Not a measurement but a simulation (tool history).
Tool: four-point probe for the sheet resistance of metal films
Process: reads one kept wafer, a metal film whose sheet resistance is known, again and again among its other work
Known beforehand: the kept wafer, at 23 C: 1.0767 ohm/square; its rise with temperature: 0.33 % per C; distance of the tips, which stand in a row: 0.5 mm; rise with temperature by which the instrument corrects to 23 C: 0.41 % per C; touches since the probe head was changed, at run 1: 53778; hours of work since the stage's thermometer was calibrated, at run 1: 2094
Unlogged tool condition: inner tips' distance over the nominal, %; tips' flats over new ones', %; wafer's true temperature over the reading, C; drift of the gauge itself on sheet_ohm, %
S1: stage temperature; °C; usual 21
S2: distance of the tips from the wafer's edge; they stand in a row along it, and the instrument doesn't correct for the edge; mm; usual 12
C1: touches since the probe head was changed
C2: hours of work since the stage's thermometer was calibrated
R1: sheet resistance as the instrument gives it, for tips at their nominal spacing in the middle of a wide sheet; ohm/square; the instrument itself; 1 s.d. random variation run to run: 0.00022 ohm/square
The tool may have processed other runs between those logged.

run    hour  S1  S2      C1    C2        R1
  1       0  21  12   53778  2094   1.06991
  2    91.4  21   6   58178  2147  1.072656
  3   154.8  21  12   61231  2184  1.069012
  4   253.7  21   5   65990  2241  1.073723
  5   318.7  21  10   69121  2278  1.068996
  6   424.9  21  12   74231  2339  1.067901
      488.6  -- stage's thermometer calibrated
  7   488.6  21  12   77272     0  1.067428
  8   591.4  21  12   82222    59   1.06683
  9   678.6  21  12   86416   110  1.066763
 10   784.3  21  12   91505   170  1.066593
        863  -- stage's thermometer calibrated, once more
 11   903.4  21  12   97214    23  1.069578
 12   978.4  21  12  100824    67  1.069512
 13  1034.1  27  12  103504    99  1.064524
 14  1151.5  28  34  109155   166   1.06208
 15  1264.7  28  34  114604   232  1.062255
 16  1340.3  20  12  118244   275   1.06885
 17  1406.4  20  12  121428   313  1.068774
 18  1522.5  27  12  127015   380  1.062843
 19    1620  29  23  131705   436  1.060261
 20  1734.8  27  14  137234   503  1.061947
 21  1839.3  22  67  142261   563  1.064553
 22  1913.6  33  11  145838   606  1.057091
 23  2025.6  33  44  151232   670  1.055609
 24  2113.9  27   3  155482   721  1.075018
     2132.1  -- new probe head fitted
 25  2240.3  27   3    5208   793  1.087991
 26  2302.3  35   8    8194   829  1.067926

Some steps in R1 between neighbouring runs. How much of each would the tool show without its hidden state too (settings, what came in, random variation), and how much is left for the hidden state, with any gauge scatter that isn't in both results?
Run 10 -> 11: stage's thermometer calibrated, once more. R1 +0.002985 ohm/square: hidden state +0.003281, all else -0.000296.
Run 23 -> 24: S1 33 -> 27, S2 44 -> 3. R1 +0.019409 ohm/square: hidden state -0.000545, all else +0.019954.
Run 24 -> 25: new probe head fitted. R1 +0.012973 ohm/square: hidden state +0.012458, all else +0.000515.
Run 25 -> 26: S1 27 -> 35, S2 3 -> 8. R1 -0.020065 ohm/square: hidden state -0.000168, all else -0.019897.
